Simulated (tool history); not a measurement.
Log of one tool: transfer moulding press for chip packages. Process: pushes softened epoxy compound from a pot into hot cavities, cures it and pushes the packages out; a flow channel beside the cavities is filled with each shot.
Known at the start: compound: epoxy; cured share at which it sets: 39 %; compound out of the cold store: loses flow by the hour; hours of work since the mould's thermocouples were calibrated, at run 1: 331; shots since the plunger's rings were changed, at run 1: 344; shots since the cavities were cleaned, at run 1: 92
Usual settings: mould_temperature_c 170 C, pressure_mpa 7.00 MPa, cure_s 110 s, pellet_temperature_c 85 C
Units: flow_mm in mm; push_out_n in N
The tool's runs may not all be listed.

run	hour	mould_temperature_c	pressure_mpa	cure_s	pellet_temperature_c	hours of work since the mould's thermocouples were calibrated	shots since the plunger's rings were changed	shots since the cavities were cleaned	incoming compound's hours out of the cold store	flow_mm	push_out_n
1	0.0	170	7.00	110	85	331	344	92	29.1	947	514
2	20.7	170	7.00	110	85	346	601	349	11.2	1008	638
# hour 35.3: cavities cleaned with cleaning compound and waxed
3	54.7	170	7.00	110	85	369	1006	241	23.9	970	596
# hour 78.4: cavities cleaned with cleaning compound and waxed
4	90.4	170	7.00	110	85	393	1432	150	10.7	1001	549
5	109.1	168	7.00	110	85	406	1665	383	15.5	996	691
# hour 122.2: cavities cleaned with cleaning compound and waxed
6	149.4	168	7.00	110	85	433	2148	339	30.5	935	645
# hour 165.1: cavities cleaned with cleaning compound and waxed
7	179.8	168	7.00	110	85	453	2508	184	40.1	904	598
# hour 208.4: cavities cleaned with cleaning compound and waxed
8	212.4	168	7.00	110	85	475	2894	49	42.5	884	517
9	248.4	170	7.00	110	91	500	3342	497	41.6	871	653
# hour 252.7: cavities cleaned with cleaning compound and waxed
10	267.4	170	7.00	110	91	512	3560	183	11.5	981	568
# hour 295.6: cavities cleaned with cleaning compound and waxed
11	295.6	170	7.00	110	91	531	3893	0	10.7	972	446
# hour 303.6: plunger's sealing rings changed
12	327.7	170	7.00	110	91	551	300	368	29.9	952	603
# hour 331.9: mould's thermocouples calibrated
# hour 342.6: cavities cleaned with cleaning compound and waxed
13	363.7	165	7.00	110	85	21	704	262	45.7	921	692
# hour 385.8: cavities cleaned with cleaning compound and waxed
14	388.0	176	6.28	147	88	37	988	27	10.5	914	423
15	408.7	176	6.28	147	88	52	1246	285	36.3	829	534
# hour 430.5: mould's thermocouples calibrated, once more
# hour 432.0: cavities cleaned with cleaning compound and waxed
16	437.4	167	7.00	110	87	4	1560	68	28.0	966	586
17	461.7	167	7.00	110	87	21	1862	370	12.5	1015	700
# hour 474.3: cavities cleaned with cleaning compound and waxed
18	485.8	170	7.19	110	85	37	2143	143	26.5	933	526
# hour 517.3: cavities cleaned with cleaning compound and waxed
19	521.3	170	7.19	110	85	60	2567	50	47.6	870	496
20	546.2	170	5.25	97	80	78	2876	359	16.9	831	751
# hour 560.5: cavities cleaned with cleaning compound and waxed
21	582.8	170	5.25	97	80	102	3313	277	28.1	793	665
# hour 603.7: cavities cleaned with cleaning compound and waxed
22	620.2	167	5.26	110	89	127	3759	205	34.2	800	649
# hour 638.6: plunger's sealing rings changed
# hour 649.0: cavities cleaned with cleaning compound and waxed
23	649.8	173	5.84	106	88	145	122	11	12.2	909	463
24	677.1	173	5.84	106	88	164	461	350	13.3	893	593
# hour 692.0: cavities cleaned with cleaning compound and waxed
25	695.2	178	5.84	104	88	176	668	40	13.4	863	429
26	725.1	177	5.84	104	79	197	1039	411	35.1	801	557

3 ways to go on from here, each from the tool as it stands after run 26. What would each give?
# hour 736.4: cavities cleaned with cleaning compound and waxed
A	748.7	177	5.60	104	79	212	1314	151	47.2	?	?
# hour 736.4: cavities cleaned with cleaning compound and waxed
B	748.7	177	5.84	90	79	212	1314	151	46.7	?	?
# hour 736.4: cavities cleaned with cleaning compound and waxed
C	748.7	170	6.88	95	81	212	1314	151	23.8	?	?

run	flow_mm	push_out_n
A	747	493
B	763	506
C	947	647
Without the tool's hidden state the same runs would have given:
run	flow_mm	push_out_n
A	764	411
B	780	427
C	969	564
